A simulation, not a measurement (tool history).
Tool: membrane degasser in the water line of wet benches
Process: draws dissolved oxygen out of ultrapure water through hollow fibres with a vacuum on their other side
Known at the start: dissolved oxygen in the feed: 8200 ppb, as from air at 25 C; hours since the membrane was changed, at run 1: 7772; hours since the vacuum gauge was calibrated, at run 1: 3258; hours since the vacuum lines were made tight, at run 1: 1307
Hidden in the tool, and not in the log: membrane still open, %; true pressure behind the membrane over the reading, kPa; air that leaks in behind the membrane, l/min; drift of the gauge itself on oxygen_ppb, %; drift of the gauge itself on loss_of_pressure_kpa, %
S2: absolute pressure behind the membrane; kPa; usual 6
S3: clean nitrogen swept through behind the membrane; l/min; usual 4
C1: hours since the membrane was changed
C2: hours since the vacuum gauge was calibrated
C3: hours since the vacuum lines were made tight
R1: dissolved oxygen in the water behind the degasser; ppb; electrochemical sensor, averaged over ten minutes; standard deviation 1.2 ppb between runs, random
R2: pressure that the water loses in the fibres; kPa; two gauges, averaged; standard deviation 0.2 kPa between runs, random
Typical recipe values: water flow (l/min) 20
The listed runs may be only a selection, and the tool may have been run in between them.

{"run": 1, "hour": 0.0, "water flow (l/min)": 20, "S2": 6, "S3": 4, "C1": 7772, "C2": 3258, "C3": 1307, "R1": 135.4, "R2": 44.51}
{"run": 2, "hour": 175.3, "water flow (l/min)": 20, "S2": 6, "S3": 4, "C1": 7947, "C2": 3433, "C3": 1483, "R1": 136.8, "R2": 44.2}
{"run": 3, "hour": 336.7, "water flow (l/min)": 20, "S2": 6, "S3": 4, "C1": 8108, "C2": 3595, "C3": 1644, "R1": 138.7, "R2": 44.51}
{"run": 4, "hour": 474.1, "water flow (l/min)": 20, "S2": 6, "S3": 4, "C1": 8246, "C2": 3732, "C3": 1781, "R1": 134.6, "R2": 44.48}
{"run": 5, "hour": 604.4, "water flow (l/min)": 20, "S2": 6, "S3": 4, "C1": 8376, "C2": 3862, "C3": 1912, "R1": 135.3, "R2": 44.6}
{"hour": 703.7, "done": "vacuum gauge calibrated"}
{"run": 6, "hour": 713.3, "water flow (l/min)": 25, "S2": 6, "S3": 4, "C1": 8484, "C2": 10, "C3": 2020, "R1": 212.9, "R2": 55.6}
{"run": 7, "hour": 857.4, "water flow (l/min)": 25, "S2": 6, "S3": 4, "C1": 8628, "C2": 154, "C3": 2164, "R1": 218.2, "R2": 55.54}
{"run": 8, "hour": 1059.6, "water flow (l/min)": 20, "S2": 6, "S3": 8.74, "C1": 8831, "C2": 356, "C3": 2366, "R1": 121, "R2": 44.7}
{"run": 9, "hour": 1200.0, "water flow (l/min)": 17, "S2": 6, "S3": 4, "C1": 8971, "C2": 496, "C3": 2507, "R1": 99.3, "R2": 37.87}
{"run": 10, "hour": 1288.6, "water flow (l/min)": 22, "S2": 6, "S3": 3.26, "C1": 9060, "C2": 585, "C3": 2595, "R1": 177.9, "R2": 48.87}
{"run": 11, "hour": 1389.3, "water flow (l/min)": 22, "S2": 6, "S3": 3.26, "C1": 9160, "C2": 686, "C3": 2696, "R1": 177, "R2": 49.17}
{"run": 12, "hour": 1572.6, "water flow (l/min)": 13, "S2": 11.05, "S3": 1.76, "C1": 9344, "C2": 869, "C3": 2879, "R1": 171.6, "R2": 29.08}
{"run": 13, "hour": 1679.5, "water flow (l/min)": 30, "S2": 3.93, "S3": 6.1, "C1": 9451, "C2": 976, "C3": 2986, "R1": 270.2, "R2": 67.24}
{"run": 14, "hour": 1809.2, "water flow (l/min)": 12, "S2": 5.64, "S3": 6.1, "C1": 9580, "C2": 1106, "C3": 3116, "R1": 38, "R2": 26.88}

Hidden condition of the tool, last listed run before each entry between runs versus first listed run after:
Logged between run 5 and run 6: vacuum gauge calibrated (hour 703.7)
  membrane still open, %: 95 -> 94.9; true pressure behind the membrane over the reading, kPa: 0.07 -> 0.01; air that leaks in behind the membrane, l/min: 0.0087 -> 0.009
  the result without the hidden state subtracted from the measured one, R1: +21.8 -> +32.2 ppb; R2: +2.23 -> +2.82 kPa
